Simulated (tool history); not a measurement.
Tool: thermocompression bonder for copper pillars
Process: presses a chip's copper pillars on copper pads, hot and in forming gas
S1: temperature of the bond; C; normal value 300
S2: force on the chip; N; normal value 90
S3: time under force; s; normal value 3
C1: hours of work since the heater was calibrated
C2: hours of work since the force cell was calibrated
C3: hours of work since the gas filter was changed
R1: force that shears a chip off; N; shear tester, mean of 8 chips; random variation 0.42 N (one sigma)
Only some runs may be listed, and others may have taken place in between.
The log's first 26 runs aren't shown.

run 27 day=10.042 | S1=297 S2=86 S3=7 | C1=394 C2=19 C3=216 | R1=65.6
run 28 day=10.421 | S1=297 S2=86 S3=7 | C1=400 C2=25 C3=222 | R1=66.1
run 29 day=10.762 | S1=290 S2=123 S3=6 | C1=406 C2=31 C3=228 | R1=69.4
-- day=10.908 force cell calibrated, once more
run 30 day=11.346 | S1=290 S2=123 S3=6 | C1=414 C2=7 C3=236 | R1=68.8
run 31 day=11.588 | S1=290 S2=123 S3=6 | C1=418 C2=11 C3=240 | R1=68.8
run 32 day=11.992 | S1=290 S2=123 S3=6 | C1=425 C2=18 C3=247 | R1=68.6
run 33 day=12.262 | S1=290 S2=115 S3=2 | C1=429 C2=22 C3=251 | R1=53.6
run 34 day=12.629 | S1=281 S2=118 S3=9 | C1=435 C2=28 C3=257 | R1=67.5
run 35 day=12.925 | S1=281 S2=118 S3=9 | C1=440 C2=33 C3=262 | R1=67.7
run 36 day=13.338 | S1=276 S2=73 S3=3 | C1=447 C2=40 C3=269 | R1=37.6
run 37 day=13.850 | S1=300 S2=60 S3=3 | C1=455 C2=49 C3=278 | R1=45.5
run 38 day=14.258 | S1=270 S2=58 S3=3 | C1=462 C2=55 C3=284 | R1=28.7
run 39 day=14.717 | S1=270 S2=58 S3=3 | C1=470 C2=63 C3=292 | R1=28.2
run 40 day=14.925 | S1=270 S2=58 S3=3 | C1=473 C2=66 C3=295 | R1=28.2

Forecast each of these 3 alternatives for the next run:
run A day=15.288 | S1=295 S2=78 S3=2 | C1=479 C2=72 C3=301 | R1=?
run B day=15.288 | S1=317 S2=72 S3=3 | C1=479 C2=72 C3=301 | R1=?
run C day=15.288 | S1=270 S2=96 S3=2 | C1=479 C2=72 C3=301 | R1=?

run=A R1=44.8
run=B R1=59.5
run=C R1=36.6
Take away the tool's hidden state, keep each run's random variation, and the runs would have read:
run=A R1=46.5
run=B R1=62.5
run=C R1=37.7

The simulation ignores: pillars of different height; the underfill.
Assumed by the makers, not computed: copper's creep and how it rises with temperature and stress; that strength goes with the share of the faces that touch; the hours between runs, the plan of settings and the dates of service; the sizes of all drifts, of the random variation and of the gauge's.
